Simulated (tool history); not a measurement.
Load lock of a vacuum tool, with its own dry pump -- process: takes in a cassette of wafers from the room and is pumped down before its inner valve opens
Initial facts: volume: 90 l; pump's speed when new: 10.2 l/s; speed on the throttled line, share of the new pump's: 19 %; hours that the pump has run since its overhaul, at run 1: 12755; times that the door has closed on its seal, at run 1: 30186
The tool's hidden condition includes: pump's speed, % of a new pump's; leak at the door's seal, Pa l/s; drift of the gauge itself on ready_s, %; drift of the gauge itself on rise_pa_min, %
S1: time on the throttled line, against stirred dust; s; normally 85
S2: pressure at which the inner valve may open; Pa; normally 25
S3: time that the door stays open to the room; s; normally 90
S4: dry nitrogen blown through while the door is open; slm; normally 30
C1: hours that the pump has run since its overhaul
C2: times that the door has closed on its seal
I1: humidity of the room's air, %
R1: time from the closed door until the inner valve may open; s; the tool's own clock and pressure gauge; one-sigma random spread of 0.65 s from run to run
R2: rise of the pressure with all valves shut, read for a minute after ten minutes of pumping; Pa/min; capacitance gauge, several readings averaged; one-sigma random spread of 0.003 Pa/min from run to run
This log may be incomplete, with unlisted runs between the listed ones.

run,hour,S1,S2,S3,S4,C1,C2,I1,R1,R2
1,0,85,25,90,30,12755,30186,43.6,142.8,0.032
2,373.5,85,25,90,30,13128,31109,45.6,140.9,0.042
3,564.5,85,25,90,30,13319,31582,43.2,142.2,0.038
4,918.2,85,25,90,30,13673,32456,43.1,141.9,0.031
5,1244,85,25,90,30,13999,33261,42.1,141.6,0.029
# hour 1590.3: dry pump taken out, an overhauled one fitted
6,1622.7,85,25,90,30,32,34183,45.6,142.7,0.04
7,1957.4,85,35,90,30,367,35010,47.3,139.7,0.039
8,2176.6,85,25,90,30,586,35552,47.2,142,0.037
9,2536.7,85,25,90,30,946,36442,42.8,141.4,0.035
10,2889,85,25,90,30,1299,37313,43.9,141,0.036
11,3226.3,85,25,90,30,1636,38147,42.3,142.6,0.041
12,3626.5,85,25,228,30,2036,39137,47.7,142.2,0.062
13,4055.7,85,35,228,30,2465,40198,45.8,138.2,0.061
14,4502.3,85,25,90,9,2912,41302,43.7,141.2,0.053
15,4814.3,85,26,90,9,3224,42073,42.2,142.1,0.051
16,5015,85,26,90,9,3425,42569,48,141,0.059
17,5381.4,85,26,90,9,3791,43475,46.2,140.8,0.053
18,5655.6,85,26,90,9,4065,44153,44.8,141.7,0.055
19,5981.8,85,29,90,9,4391,44959,45.8,140.2,0.059
20,6198.5,85,44,163,42,4608,45495,45.7,137.1,0.041
21,6456.7,85,44,163,42,4866,46133,46.2,136,0.039
22,6898.1,85,44,163,42,5308,47224,44.2,136.9,0.041
23,7218.1,147,44,141,42,5628,48016,45.4,186,0.037
24,7568.2,147,44,141,42,5978,48881,46.8,188.5,0.041
25,7983.5,123,23,141,7,6393,49908,46.6,173.6,0.072
26,8414.1,123,35,141,7,6824,50972,43.3,170.8,0.064
27,8797.2,104,25,90,13,7207,51919,46.5,156.6,0.051
28,8979.9,85,25,106,12,7390,52371,40.7,142,0.047
29,9387.7,85,25,106,12,7797,53379,44.4,141.1,0.056
30,9707.5,51,25,106,5,8117,54170,46,113.6,0.066
31,10024.8,51,25,106,5,8434,54954,44.3,114.6,0.062
32,10294.6,85,27,90,30,8704,55621,47.3,140.9,0.04
33,10630.5,85,25,120,24,9040,56452,46.5,140.6,0.05
34,10920.5,51,25,90,30,9330,57168,45.4,114,0.038
35,11280.5,51,22,102,20,9690,58058,46.6,115.6,0.049
36,11529.6,85,38,90,43,9939,58674,45.4,137.1,0.029

What if the next run were any one of these 5? Each begins from the tool's condition after run 36:
A,11806.8,85,25,121,30,10216,59359,48,?,?
B,11806.8,85,25,90,11,10216,59359,45.4,?,?
C,11806.8,63,38,90,14,10216,59359,48,?,?
D,11806.8,112,38,90,43,10216,59359,43.2,?,?
E,11806.8,134,38,29,5,10216,59359,43.8,?,?

run,R1,R2
A,141.5,0.043
B,142.4,0.057
C,120.7,0.049
D,160.2,0.037
E,176.2,0.039
Had the tool no hidden state, the same runs would have come out as:
run,R1,R2
A,141.4,0.041
B,142.3,0.055
C,120.7,0.048
D,160.1,0.035
E,176.2,0.037
